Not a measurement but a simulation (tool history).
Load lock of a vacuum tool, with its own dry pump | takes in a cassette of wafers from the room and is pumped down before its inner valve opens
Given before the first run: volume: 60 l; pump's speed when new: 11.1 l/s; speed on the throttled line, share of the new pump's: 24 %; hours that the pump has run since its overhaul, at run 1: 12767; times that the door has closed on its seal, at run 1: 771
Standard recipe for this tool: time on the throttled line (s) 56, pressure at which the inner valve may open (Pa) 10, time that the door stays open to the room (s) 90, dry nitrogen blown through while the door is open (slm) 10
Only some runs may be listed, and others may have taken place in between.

run    hour  time on the throttled line (s)  pressure at which the inner valve may open (Pa)  time that the door stays open to the room (s)  dry nitrogen blown through while the door is open (slm)  hours that the pump has run since its overhaul  times that the door has closed on its seal  incoming humidity of the room's air, %  time from the closed door until the inner valve may open (s)  rise of the pressure with all valves shut (Pa/min)
  1       0                              56                                               10                                             90                                                       10                                           12767                                         771                                      43                                                          99.1                                               0.023
  2    53.5                              56                                               10                                             90                                                       10                                           12820                                         902                                    45.1                                                          98.2                                               0.027
  3   117.4                              56                                               10                                             90                                                       10                                           12884                                        1058                                    45.9                                                            98                                               0.029
  4   184.1                              56                                               10                                             90                                                       10                                           12951                                        1221                                    46.4                                                          99.9                                               0.027
  5   287.8                              56                                               10                                             90                                                       10                                           13054                                        1475                                    47.8                                                          98.1                                               0.027
  6   339.3                              56                                               10                                             90                                                       10                                           13106                                        1601                                    46.1                                                          99.6                                                0.02
  7   428.1                              56                                               10                                             90                                                       10                                           13195                                        1818                                    46.8                                                          99.6                                               0.022
  8   540.8                              56                                               10                                             90                                                       10                                           13307                                        2094                                    44.3                                                          98.1                                               0.032
  9   630.8                              56                                               10                                             90                                                       10                                           13397                                        2315                                      44                                                          98.3                                               0.026
 10   741.8                              56                                               10                                             90                                                       10                                           13508                                        2586                                    42.8                                                          98.7                                               0.029
 11   847.3                              56                                               10                                             90                                                       10                                           13614                                        2845                                    47.6                                                          99.7                                               0.027
 12   961.4                              56                                               10                                             90                                                       10                                           13728                                        3124                                      48                                                          98.1                                               0.032
 13  1034.6                              56                                               10                                             90                                                       10                                           13801                                        3303                                    45.1                                                          98.4                                               0.029
 14  1089.4                              56                                               10                                             90                                                       10                                           13856                                        3437                                    45.5                                                          99.3                                               0.026
 15  1174.4                              66                                               10                                             33                                                       35                                           13941                                        3645                                    43.8                                                         107.5                                               0.019
 16  1265.2                              66                                               10                                             33                                                       35                                           14032                                        3867                                    47.8                                                         105.6                                               0.017
 17  1312.8                              66                                               10                                             33                                                       35                                           14079                                        3984                                    44.8                                                         107.7                                               0.022
 18  1373.7                              66                                               10                                             33                                                       35                                           14140                                        4133                                    45.8                                                         105.8                                               0.027
 19  1473.8                             104                                                9                                             90                                                       10                                           14240                                        4378                                    44.5                                                         133.3                                               0.037
 20  1536.5                              41                                               10                                             59                                                       15                                           14303                                        4532                                    44.5                                                          88.2                                               0.028
 21  1646.6                              41                                               10                                             59                                                       15                                           14413                                        4801                                    47.3                                                          87.9                                               0.028
 22  1739.6                              88                                               11                                             90                                                       10                                           14506                                        5029                                    44.6                                                         123.1                                               0.031
 23  1791.6                              29                                                8                                             90                                                       10                                           14558                                        5156                                    41.7                                                          81.1                                               0.035

Each row is a separate what-if for the run after 23, all from the same tool condition, not one after another. Results?
  A  1905.8                              56                                               10                                             77                                                       10                                           14672                                        5435                                    47.3                                                             ?                                                   ?
  B  1905.8                              56                                               12                                             37                                                       18                                           14672                                        5435                                    43.7                                                             ?                                                   ?
  C  1905.8                              42                                                8                                             79                                                       20                                           14672                                        5435                                    47.8                                                             ?                                                   ?

run  time from the closed door until the inner valve may open (s)  rise of the pressure with all valves shut (Pa/min)
  A                                                          99.7                                               0.041
  B                                                          98.9                                               0.032
  C                                                          89.7                                               0.032
Take away the tool's hidden state, keep each run's random variation, and the runs would have read:
run  time from the closed door until the inner valve may open (s)  rise of the pressure with all valves shut (Pa/min)
  A                                                          93.3                                               0.026
  B                                                          92.6                                               0.017
  C                                                          82.6                                               0.017
